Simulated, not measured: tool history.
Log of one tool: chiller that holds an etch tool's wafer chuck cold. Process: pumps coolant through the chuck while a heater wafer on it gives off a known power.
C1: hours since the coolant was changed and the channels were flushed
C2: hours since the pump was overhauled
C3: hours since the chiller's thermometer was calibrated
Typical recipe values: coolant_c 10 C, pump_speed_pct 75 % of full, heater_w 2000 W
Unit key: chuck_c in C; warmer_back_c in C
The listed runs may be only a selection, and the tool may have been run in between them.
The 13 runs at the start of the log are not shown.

{"run": 14, "hour": 452.3, "coolant_c": 10, "pump_speed_pct": 73, "heater_w": 2000, "C1": 2694, "C2": 1874, "C3": 3073, "chuck_c": 27.7, "warmer_back_c": 8.06}
{"run": 15, "hour": 485.0, "coolant_c": 10, "pump_speed_pct": 73, "heater_w": 2000, "C1": 2727, "C2": 1907, "C3": 3106, "chuck_c": 27.8, "warmer_back_c": 8.08}
{"hour": 508.6, "done": "chiller's thermometer calibrated"}
{"run": 16, "hour": 516.2, "coolant_c": 10, "pump_speed_pct": 73, "heater_w": 1731, "C1": 2757, "C2": 1937, "C3": 8, "chuck_c": 25.5, "warmer_back_c": 6.99}
{"run": 17, "hour": 561.1, "coolant_c": 7, "pump_speed_pct": 74, "heater_w": 1731, "C1": 2802, "C2": 1982, "C3": 53, "chuck_c": 22.1, "warmer_back_c": 6.97}
{"run": 18, "hour": 589.0, "coolant_c": 7, "pump_speed_pct": 75, "heater_w": 2000, "C1": 2830, "C2": 2010, "C3": 80, "chuck_c": 24.5, "warmer_back_c": 7.91}
{"run": 19, "hour": 632.7, "coolant_c": 7, "pump_speed_pct": 75, "heater_w": 2000, "C1": 2874, "C2": 2053, "C3": 124, "chuck_c": 24.4, "warmer_back_c": 7.89}
{"run": 20, "hour": 661.1, "coolant_c": 1, "pump_speed_pct": 75, "heater_w": 2420, "C1": 2902, "C2": 2082, "C3": 152, "chuck_c": 21.8, "warmer_back_c": 9.52}
{"run": 21, "hour": 697.6, "coolant_c": 4, "pump_speed_pct": 86, "heater_w": 2446, "C1": 2939, "C2": 2118, "C3": 189, "chuck_c": 23, "warmer_back_c": 8.4}
{"run": 22, "hour": 727.7, "coolant_c": 11, "pump_speed_pct": 92, "heater_w": 1765, "C1": 2969, "C2": 2148, "C3": 219, "chuck_c": 23.9, "warmer_back_c": 5.79}
{"run": 23, "hour": 751.9, "coolant_c": 11, "pump_speed_pct": 69, "heater_w": 2799, "C1": 2993, "C2": 2173, "C3": 243, "chuck_c": 37.2, "warmer_back_c": 12.03}
{"run": 24, "hour": 793.9, "coolant_c": 11, "pump_speed_pct": 69, "heater_w": 2799, "C1": 3035, "C2": 2215, "C3": 285, "chuck_c": 37.1, "warmer_back_c": 12.06}
{"run": 25, "hour": 831.8, "coolant_c": 8, "pump_speed_pct": 86, "heater_w": 2764, "C1": 3073, "C2": 2253, "C3": 323, "chuck_c": 29.3, "warmer_back_c": 9.46}
{"run": 26, "hour": 855.2, "coolant_c": 8, "pump_speed_pct": 86, "heater_w": 2764, "C1": 3096, "C2": 2276, "C3": 347, "chuck_c": 29.3, "warmer_back_c": 9.5}
{"run": 27, "hour": 876.6, "coolant_c": 8, "pump_speed_pct": 86, "heater_w": 2764, "C1": 3118, "C2": 2297, "C3": 368, "chuck_c": 29.2, "warmer_back_c": 9.51}
{"hour": 880.0, "done": "gauge calibrated"}
{"run": 28, "hour": 920.3, "coolant_c": 10, "pump_speed_pct": 84, "heater_w": 2000, "C1": 3162, "C2": 2341, "C3": 412, "chuck_c": 25.8, "warmer_back_c": 6.85}
{"run": 29, "hour": 960.0, "coolant_c": 10, "pump_speed_pct": 84, "heater_w": 2000, "C1": 3201, "C2": 2381, "C3": 451, "chuck_c": 25.6, "warmer_back_c": 6.86}
{"run": 30, "hour": 981.2, "coolant_c": 15, "pump_speed_pct": 84, "heater_w": 2000, "C1": 3222, "C2": 2402, "C3": 473, "chuck_c": 30.9, "warmer_back_c": 6.86}

Run 31, settings as shown, results not yet in. Your forecast:
{"run": 31, "hour": 1009.6, "coolant_c": 15, "pump_speed_pct": 84, "heater_w": 2000, "C1": 3251, "C2": 2430, "C3": 501, "chuck_c": "?", "warmer_back_c": "?"}

{"run 31": {"chuck_c": 30.5, "warmer_back_c": 6.9}}
With no hidden state in the tool, this same run would have given chuck_c 30.5 C, warmer_back_c 6.85 C.
